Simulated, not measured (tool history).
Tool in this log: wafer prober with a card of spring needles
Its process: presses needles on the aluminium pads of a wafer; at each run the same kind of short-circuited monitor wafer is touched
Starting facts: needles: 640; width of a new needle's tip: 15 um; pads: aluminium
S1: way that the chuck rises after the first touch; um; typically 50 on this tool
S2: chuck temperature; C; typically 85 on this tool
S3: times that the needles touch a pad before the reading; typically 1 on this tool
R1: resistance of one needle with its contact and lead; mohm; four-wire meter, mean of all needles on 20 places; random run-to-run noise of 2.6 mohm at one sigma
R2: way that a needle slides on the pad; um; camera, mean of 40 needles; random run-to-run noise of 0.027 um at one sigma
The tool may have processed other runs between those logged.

run     day  S1   S2  S3   R1     R2
  1   0.000  50   85   1  426  12.63
      1.071  -- tips cleaned on abrasive film
  2   1.638  50   85   2  423  12.47
      1.921  -- height of the first contact set anew
      2.654  -- tips cleaned on abrasive film
      4.225  -- tips cleaned on abrasive film
  3   4.629  38   85   2  413   9.90
      5.692  -- tips cleaned on abrasive film
  4   6.754  50   70   1  454  12.90
      7.296  -- tips cleaned on abrasive film
      8.788  -- tips cleaned on abrasive film
  5   8.800  50   85   1  330  12.87
     10.283  -- tips cleaned on abrasive film
  6  10.892  50   85   1  443  12.84
     11.075  -- tips cleaned on abrasive film, once more
     12.625  -- tips cleaned on abrasive film
  7  12.875  50   85   1  384  12.75
     14.112  -- tips cleaned on abrasive film
  8  14.725  50   61   1  427  12.74
     15.788  -- tips cleaned on abrasive film
  9  16.325  50   61   1  425  12.69
     17.358  -- tips cleaned on abrasive film
     19.100  -- tips cleaned on abrasive film
 10  19.204  50   85   1  359  12.66
     20.554  -- tips cleaned on abrasive film
     22.067  -- tips cleaned on abrasive film
     22.333  -- height of the first contact set anew
 11  22.638  50   51   1  428  12.96
     23.621  -- tips cleaned on abrasive film
     25.100  -- tips cleaned on abrasive film
 12  25.112  50   27   1  305  12.86
     26.608  -- tips cleaned on abrasive film
 13  27.042  50   27   1  394  12.89
     28.208  -- tips cleaned on abrasive film
 14  28.733  50  124   1  429  12.91
     29.850  -- tips cleaned on abrasive film
     31.292  -- tips cleaned on abrasive film
 15  31.292  50  124   1  333  12.81
     32.750  -- tips cleaned on abrasive film
 16  32.750  50  124   1  331  12.76
     34.321  -- tips cleaned on abrasive film
 17  34.321  50  124   1  326  12.80
     35.812  -- tips cleaned on abrasive film
     37.383  -- tips cleaned on abrasive film
 18  37.467  50   90   1  348  12.71
     38.825  -- tips cleaned on abrasive film
 19  38.988  51   90   1  362  12.95
     40.329  -- tips cleaned on abrasive film
 20  41.492  51   90   1  479  12.86
     41.779  -- tips cleaned on abrasive film
     42.562  -- height of the first contact set anew
     43.250  -- tips cleaned on abrasive film
 21  44.629  69   45   1  388  17.89

Run 22 is up next; what results do you expect?
     44.808  -- tips cleaned on abrasive film
     46.329  -- tips cleaned on abrasive film
 22  46.825  48  68   2   ?   ?

{"run 22": {"R1": 381, "R2": 12.38}}
On a tool with no hidden condition, and with the same random variation, this run would have come out at R1 299 mohm, R2 12.46 um.

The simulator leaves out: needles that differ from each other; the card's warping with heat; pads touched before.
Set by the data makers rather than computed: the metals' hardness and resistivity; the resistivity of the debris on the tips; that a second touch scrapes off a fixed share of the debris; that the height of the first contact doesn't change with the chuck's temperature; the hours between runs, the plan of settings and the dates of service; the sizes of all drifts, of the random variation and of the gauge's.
